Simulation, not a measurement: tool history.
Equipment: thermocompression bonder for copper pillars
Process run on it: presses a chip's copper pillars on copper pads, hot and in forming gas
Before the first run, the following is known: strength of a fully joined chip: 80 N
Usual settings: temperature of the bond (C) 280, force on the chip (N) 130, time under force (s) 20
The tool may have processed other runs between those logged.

run    hour  temperature of the bond (C)  force on the chip (N)  time under force (s)  force that shears a chip off (N)
  1       0                          280                    130                    20                              25.8
        6.1  -- forming gas filter changed
  2    43.9                          280                    144                    20                              30.6
  3   104.5                          280                    144                    20                              29.5
  4     161                          280                    144                    20                              29.9
  5     200                          267                    130                    20                              22.7
  6     245                          280                    130                    20                              26.5
  7   293.5                          280                    130                    17                              24.6
  8   344.8                          280                    130                    17                              24.2
  9   404.6                          280                    130                    20                              25.6
 10   430.2                          280                    130                    18                              24.3
 11   478.2                          280                    179                    18                              33.2
 12     509                          280                    179                    18                              31.6
 13   552.7                          280                    179                    18                                32
 14   590.2                          280                    179                    18                              32.3
 15   636.7                          270                    130                    20                              21.8
 16   676.6                          270                    130                    20                              21.6
 17   706.2                          270                    130                    20                              21.6
 18   740.4                          280                    130                    20                              23.4
        752  -- forming gas filter changed
 19   782.7                          280                    130                    15                              22.3
 20   817.2                          253                    130                    15                              15.7
 21     863                          307                     91                    58                              34.7
 22   897.4                          252                     91                    11                               9.1
 23     945                          252                     91                    11                                 9
 24   995.5                          276                     91                    20                              15.2
 25  1039.4                          276                    162                    18                              27.1
 26  1068.9                          289                    130                    29                              30.4
 27  1106.5                          297                    147                    58                                46
 28  1138.9                          295                    134                    11                                22
 29  1176.2                          295                    134                    11                              22.5
 30  1216.8                          295                    134                    11                              22.7
     1235.1  -- heater calibrated with a thermocouple chip
 31  1264.5                          283                    136                    20                              27.2
 32  1301.3                          283                    136                    20                              27.7
 33  1349.4                          272                    160                    13                              24.4
 34    1385                          267                    193                    17                              29.4
 35  1440.1                          267                    193                    17                              30.3
 36  1496.3                          267                    193                    17                              28.8
     1500.9  -- forming gas filter changed
 37  1538.8                          267                    193                    17                              31.4
 38  1580.3                          267                    144                    17                              22.3
     1614.7  -- force cell calibrated
 39  1617.3                          264                    128                    38                              29.9

Consider 5 possible next runs. They are alternatives, not a sequence: every one starts from the tool as it was left by run 39. What does each give?
  A  1654                          264                     95                    38                                 ?
  B  1654                          280                    130                    44                                 ?
  C  1654                          262                    130                    26                                 ?
  D  1654                          286                     87                    20                                 ?
  E  1654                          251                    104                    37                                 ?

run  force that shears a chip off (N)
  A                              22.4
  B                              37.6
  C                              25.6
  D                              20.6
  E                              20.4
Stripped of hidden state, with their random variation kept, the same runs would have yielded:
run  force that shears a chip off (N)
  A                              23.6
  B                              39.4
  C                                27
  D                              21.7
  E                              21.6
